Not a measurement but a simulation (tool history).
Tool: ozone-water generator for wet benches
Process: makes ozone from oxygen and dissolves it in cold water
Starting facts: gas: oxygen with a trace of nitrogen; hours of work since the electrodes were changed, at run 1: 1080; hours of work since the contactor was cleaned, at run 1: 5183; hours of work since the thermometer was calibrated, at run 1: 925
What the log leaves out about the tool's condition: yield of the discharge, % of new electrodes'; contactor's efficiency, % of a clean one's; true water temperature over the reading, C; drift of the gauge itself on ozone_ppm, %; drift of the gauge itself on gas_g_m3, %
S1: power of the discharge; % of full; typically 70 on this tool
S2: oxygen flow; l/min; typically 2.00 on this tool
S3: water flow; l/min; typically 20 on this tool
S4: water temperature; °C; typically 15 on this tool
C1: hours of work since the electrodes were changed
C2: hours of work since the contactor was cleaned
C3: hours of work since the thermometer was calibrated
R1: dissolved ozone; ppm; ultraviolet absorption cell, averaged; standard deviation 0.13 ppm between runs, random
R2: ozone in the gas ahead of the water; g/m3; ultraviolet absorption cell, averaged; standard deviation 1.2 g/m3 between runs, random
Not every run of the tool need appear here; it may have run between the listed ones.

run,day,S1,S2,S3,S4,C1,C2,C3,R1,R2
1,0.000,70,2.00,20,15,1080,5183,925,14.6,228.0
2,3.229,70,2.00,20,15,1132,5235,977,14.2,227.7
3,6.558,70,2.00,20,19,1185,5288,1030,14.1,226.3
4,9.933,70,2.00,20,15,1238,5342,1083,14.6,227.8
# day 10.900: contactor cleaned
5,11.742,99,2.00,20,15,1265,13,1110,19.6,308.3
6,14.596,99,2.00,20,15,1310,59,1155,19.9,308.2
7,17.596,99,2.00,20,15,1358,107,1203,19.6,305.2
8,19.521,70,1.30,20,15,1389,137,1234,13.2,293.8
9,22.275,70,1.30,20,15,1432,181,1277,13.2,293.7
10,24.754,70,1.30,20,15,1472,221,1317,13.2,293.8
11,27.246,70,1.30,20,15,1512,261,1357,13.1,293.4
12,28.988,70,1.30,20,15,1539,288,1384,13.3,292.9
13,30.925,70,1.30,20,15,1570,319,1415,13.1,293.9
14,32.629,70,2.00,20,13,1597,346,1442,14.8,228.7
15,34.317,73,2.00,20,21,1624,373,1469,14.2,238.4
16,37.071,70,2.00,19,19,1668,417,1513,14.8,228.8
17,39.388,41,2.28,13,12,1705,454,1550,14.5,135.9
18,43.138,41,2.28,13,14,1765,514,1610,14.1,131.9
19,46.275,70,3.58,20,15,1815,564,1660,15.8,163.5
20,48.579,58,2.00,20,15,1852,600,1697,12.3,194.2
21,51.567,43,2.00,25,8,1899,648,1744,7.6,150.8
22,55.350,70,3.33,20,13,1960,708,1805,16.1,173.4
23,58.875,70,3.33,20,22,2016,765,1861,14.4,171.8
24,61.033,84,2.64,31,18,2050,799,1895,10.8,231.0
25,63.708,73,1.32,20,15,2093,842,1938,13.9,301.6
26,67.233,73,1.32,20,15,2149,898,1994,13.7,305.1
27,70.683,76,2.22,20,8,2204,953,2049,16.7,233.9

How would selected steps in R2 from run to run divide? Give the signed amount a tool lacking its hidden state would still show from settings, what came in and random variation, and the signed amount left for the hidden state, including any gauge scatter that is not in both of the compared results.
Run 4 -> 5: S1 70 -> 99, contactor cleaned. R2 +80.5 g/m3: hidden state +0.4, all else +80.1.
Run 16 -> 17: S1 70 -> 41, S2 2.00 -> 2.28, S3 19 -> 13, S4 19 -> 12. R2 -92.9 g/m3: hidden state -0.9, all else -92.0.
Run 23 -> 24: S1 70 -> 84, S2 3.33 -> 2.64, S3 20 -> 31, S4 22 -> 18. R2 +59.2 g/m3: hidden state +1.1, all else +58.1.
Run 24 -> 25: S1 84 -> 73, S2 2.64 -> 1.32, S3 31 -> 20, S4 18 -> 15. R2 +70.6 g/m3: hidden state +1.4, all else +69.2.
